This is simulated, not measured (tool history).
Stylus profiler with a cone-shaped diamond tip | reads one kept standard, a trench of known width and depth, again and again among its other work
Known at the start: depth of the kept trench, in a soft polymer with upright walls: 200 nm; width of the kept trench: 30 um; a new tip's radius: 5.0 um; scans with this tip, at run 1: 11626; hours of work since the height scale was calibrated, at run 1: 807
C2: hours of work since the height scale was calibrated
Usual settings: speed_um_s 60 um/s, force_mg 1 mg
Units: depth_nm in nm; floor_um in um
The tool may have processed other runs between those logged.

{"run": 1, "hour": 0.0, "speed_um_s": 60, "force_mg": 1, "scans with this tip": 11626, "C2": 807, "depth_nm": 200.41, "floor_um": 26.14}
{"run": 2, "hour": 41.1, "speed_um_s": 60, "force_mg": 1, "scans with this tip": 11883, "C2": 825, "depth_nm": 200.46, "floor_um": 26.12}
{"run": 3, "hour": 75.2, "speed_um_s": 60, "force_mg": 2.43, "scans with this tip": 12096, "C2": 839, "depth_nm": 201.22, "floor_um": 26.25}
{"run": 4, "hour": 119.5, "speed_um_s": 60, "force_mg": 0.47, "scans with this tip": 12372, "C2": 859, "depth_nm": 200.1, "floor_um": 25.97}
{"run": 5, "hour": 141.8, "speed_um_s": 60, "force_mg": 0.82, "scans with this tip": 12511, "C2": 868, "depth_nm": 200.26, "floor_um": 26.1}
{"run": 6, "hour": 177.8, "speed_um_s": 89, "force_mg": 1.32, "scans with this tip": 12736, "C2": 884, "depth_nm": 200.66, "floor_um": 26.01}
{"run": 7, "hour": 214.4, "speed_um_s": 89, "force_mg": 1.32, "scans with this tip": 12964, "C2": 900, "depth_nm": 200.66, "floor_um": 26.04}
{"run": 8, "hour": 243.2, "speed_um_s": 60, "force_mg": 2.42, "scans with this tip": 13144, "C2": 912, "depth_nm": 201.13, "floor_um": 26.15}

Expected results for the next run?
{"run": 9, "hour": 292.7, "speed_um_s": 20, "force_mg": 2.38, "scans with this tip": 13452, "C2": 934, "depth_nm": "?", "floor_um": "?"}

Run 9 came out at depth_nm 200.94 nm, floor_um 26.26 um.
Minus the tool's unlogged condition, the same run would have read depth_nm 201.47 nm, floor_um 27.12 um.
